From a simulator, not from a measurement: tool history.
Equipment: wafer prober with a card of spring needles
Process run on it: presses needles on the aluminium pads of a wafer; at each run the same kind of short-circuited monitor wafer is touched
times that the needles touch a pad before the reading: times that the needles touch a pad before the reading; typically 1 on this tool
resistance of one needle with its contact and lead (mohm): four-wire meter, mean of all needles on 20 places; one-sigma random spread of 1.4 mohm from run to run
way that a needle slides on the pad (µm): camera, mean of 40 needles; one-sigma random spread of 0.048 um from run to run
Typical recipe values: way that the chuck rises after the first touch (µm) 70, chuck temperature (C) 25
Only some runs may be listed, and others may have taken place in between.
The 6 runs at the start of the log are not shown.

run   hour  way that the chuck rises after the first touch (µm)  chuck temperature (C)  times that the needles touch a pad before the reading  resistance of one needle with its contact and lead (mohm)  way that a needle slides on the pad (µm)
  7   47.5                                                   70                     25                                                      1                                                        137                                     17.71
      56.6  -- tips cleaned on abrasive film, once more
  8   56.6                                                   70                     25                                                      1                                                        127                                     17.71
  9   64.4                                                   70                     25                                                      1                                                        142                                     17.81
 10   71.6                                                   70                     25                                                      1                                                        149                                     17.71
 11   77.3                                                   70                     25                                                      1                                                        157                                     17.67
 12   84.7                                                   70                     25                                                      1                                                        158                                     17.71
      86.3  -- tips cleaned on abrasive film
 13   89.9                                                   70                     25                                                      2                                                        131                                     17.70
 14   95.2                                                   70                     25                                                      1                                                        141                                     17.76
 15  105.6                                                   70                     25                                                      1                                                        154                                     17.67
 16  113.4                                                   70                     40                                                      1                                                        159                                     17.65
     115.9  -- tips cleaned on abrasive film
 17  122.9                                                   70                     40                                                      1                                                        145                                     17.63
 18  130.1                                                   70                     40                                                      1                                                        149                                     17.66
 19  137.9                                                   70                     32                                                      2                                                        144                                     17.75
     145.5  -- tips cleaned on abrasive film
 20  148.3                                                   70                     32                                                      2                                                        131                                     17.63
 21  156.9                                                   86                     30                                                      2                                                        129                                     21.86
 22  162.3                                                   66                     25                                                      2                                                        145                                     16.66

The next listed run, before its measurement:
 23  172.5                                                   57                     39                                                      3                                                          ?                                         ?

{"run 23": {"resistance of one needle with its contact and lead (mohm)": 147, "way that a needle slides on the pad (µm)": 14.31}}
If the tool had no hidden condition, the same run with the same run-to-run variation would have returned resistance of one needle with its contact and lead (mohm) 128, way that a needle slides on the pad (µm) 14.63.
